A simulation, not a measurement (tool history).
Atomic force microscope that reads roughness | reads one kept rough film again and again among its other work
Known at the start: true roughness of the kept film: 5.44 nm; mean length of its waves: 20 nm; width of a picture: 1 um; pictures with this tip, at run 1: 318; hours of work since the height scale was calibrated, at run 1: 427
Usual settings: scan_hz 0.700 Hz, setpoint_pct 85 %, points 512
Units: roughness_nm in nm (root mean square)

| run | hour | scan_hz | setpoint_pct | points | pictures with this tip | hours of work since the height scale was calibrated | roughness_nm |
|---|---|---|---|---|---|---|---|
| 1 | 0.0 | 0.700 | 85 | 512 | 318 | 427 | 2.858 |
| 2 | 14.4 | 0.700 | 85 | 512 | 335 | 438 | 2.831 |
| 3 | 29.1 | 0.700 | 85 | 512 | 353 | 449 | 2.811 |
| 4 | 47.0 | 0.700 | 85 | 512 | 375 | 463 | 2.726 |
|  | 64.3 | new tip fitted |
| 5 | 72.2 | 0.700 | 58 | 512 | 10 | 481 | 3.611 |
| 6 | 85.1 | 2.747 | 58 | 512 | 25 | 491 | 3.408 |
| 7 | 102.5 | 2.747 | 58 | 512 | 46 | 504 | 3.350 |
| 8 | 115.7 | 1.656 | 85 | 512 | 62 | 514 | 3.011 |
| 9 | 128.0 | 1.656 | 85 | 512 | 77 | 523 | 2.979 |
| 10 | 143.8 | 0.700 | 65 | 512 | 96 | 535 | 3.339 |
| 11 | 167.6 | 0.700 | 80 | 512 | 125 | 553 | 3.206 |
| 12 | 182.3 | 0.700 | 85 | 512 | 143 | 564 | 3.111 |
| 13 | 199.4 | 0.700 | 85 | 512 | 163 | 577 | 3.067 |
| 14 | 218.3 | 0.700 | 85 | 512 | 186 | 591 | 3.025 |
| 15 | 237.9 | 0.700 | 85 | 512 | 210 | 606 | 2.975 |
| 16 | 259.9 | 0.700 | 89 | 579 | 236 | 623 | 2.898 |
| 17 | 278.2 | 0.700 | 57 | 486 | 259 | 636 | 3.044 |
| 18 | 289.7 | 0.700 | 57 | 486 | 272 | 645 | 2.993 |
|  | 292.5 | height scale calibrated on a step standard |
| 19 | 304.6 | 0.700 | 57 | 486 | 289 | 9 | 2.929 |
| 20 | 318.7 | 0.700 | 85 | 522 | 306 | 20 | 2.768 |
|  | 336.6 | height scale calibrated on a step standard, once more |
| 21 | 339.2 | 0.700 | 72 | 594 | 330 | 2 | 2.871 |
| 22 | 365.7 | 0.741 | 72 | 368 | 362 | 22 | 2.769 |
| 23 | 384.6 | 3.321 | 66 | 420 | 385 | 36 | 2.562 |
|  | 393.9 | new tip fitted |
| 24 | 401.4 | 3.321 | 66 | 420 | 9 | 48 | 3.446 |
| 25 | 425.5 | 2.685 | 66 | 622 | 39 | 67 | 3.508 |
| 26 | 450.9 | 2.685 | 66 | 622 | 69 | 86 | 3.374 |
| 27 | 465.7 | 1.580 | 85 | 736 | 87 | 97 | 3.174 |
| 28 | 490.2 | 1.440 | 83 | 366 | 117 | 115 | 3.122 |
| 29 | 510.9 | 2.109 | 66 | 258 | 142 | 131 | 3.153 |
| 30 | 526.3 | 3.601 | 78 | 258 | 160 | 142 | 2.693 |

Some steps in roughness_nm between neighbouring runs. How much of each would the tool show without its hidden state too (settings, what came in, random variation), and how much is left for the hidden state, with any gauge scatter that isn't in both results?
The hidden state here: radius of the tip, nm; height scale over the true one, %; drift of the gauge itself on roughness_nm, %.
Run 4 -> 5: setpoint_pct 85 -> 58, new tip fitted. roughness_nm +0.885 nm (root mean square): hidden state +0.635, all else +0.250.
Run 9 -> 10: scan_hz 1.656 -> 0.700, setpoint_pct 85 -> 65. roughness_nm +0.360 nm (root mean square): hidden state -0.101, all else +0.461.
Run 23 -> 24: new tip fitted. roughness_nm +0.884 nm (root mean square): hidden state +0.902, all else -0.018.
Run 29 -> 30: scan_hz 2.109 -> 3.601, setpoint_pct 66 -> 78. roughness_nm -0.460 nm (root mean square): hidden state +0.019, all else -0.479.

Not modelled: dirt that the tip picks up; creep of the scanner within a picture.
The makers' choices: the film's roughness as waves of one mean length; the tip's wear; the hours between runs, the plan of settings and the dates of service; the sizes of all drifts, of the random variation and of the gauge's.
